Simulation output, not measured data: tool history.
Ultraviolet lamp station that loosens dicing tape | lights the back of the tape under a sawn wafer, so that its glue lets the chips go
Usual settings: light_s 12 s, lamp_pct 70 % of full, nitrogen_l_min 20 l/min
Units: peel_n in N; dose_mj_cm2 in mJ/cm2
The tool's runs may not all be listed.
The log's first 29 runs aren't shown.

| run | hour | light_s | lamp_pct | nitrogen_l_min | peel_n | dose_mj_cm2 |
|---|---|---|---|---|---|---|
| 30 | 1783.2 | 14 | 70 | 21 | 0.465 | 331 |
|  | 1805.2 | window cleaned of glue's vapour |
| 31 | 1818.7 | 14 | 70 | 21 | 0.335 | 362 |
| 32 | 1870.0 | 18 | 70 | 10 | 0.270 | 463 |
| 33 | 1926.1 | 20 | 75 | 20 | 0.092 | 541 |
| 34 | 1964.6 | 21 | 64 | 20 | 0.150 | 482 |
| 35 | 2014.1 | 21 | 64 | 20 | 0.166 | 469 |
| 36 | 2097.6 | 21 | 64 | 20 | 0.180 | 454 |
| 37 | 2138.8 | 8 | 60 | 20 | 2.340 | 164 |
| 38 | 2210.0 | 11 | 98 | 8 | 0.713 | 350 |
| 39 | 2288.2 | 12 | 61 | 37 | 0.887 | 233 |
| 40 | 2349.5 | 12 | 82 | 15 | 0.702 | 304 |
| 41 | 2429.6 | 19 | 77 | 16 | 0.225 | 438 |
|  | 2460.5 | window cleaned of glue's vapour |
| 42 | 2493.1 | 15 | 94 | 15 | 0.202 | 471 |
| 43 | 2560.4 | 14 | 70 | 20 | 0.513 | 322 |
| 44 | 2614.0 | 13 | 89 | 35 | 0.246 | 368 |

Forecast each of these 3 alternatives for the next run:
| A | 2652.7 | 9 | 89 | 35 | ? | ? |
| B | 2652.7 | 13 | 61 | 35 | ? | ? |
| C | 2652.7 | 6 | 74 | 7 | ? | ? |

| run | peel_n | dose_mj_cm2 |
|---|---|---|
| A | 0.731 | 253 |
| B | 0.762 | 252 |
| C | 3.800 | 137 |
Without the tool's hidden state the same runs would have given:
| run | peel_n | dose_mj_cm2 |
|---|---|---|
| A | 0.256 | 362 |
| B | 0.268 | 360 |
| C | 2.401 | 198 |
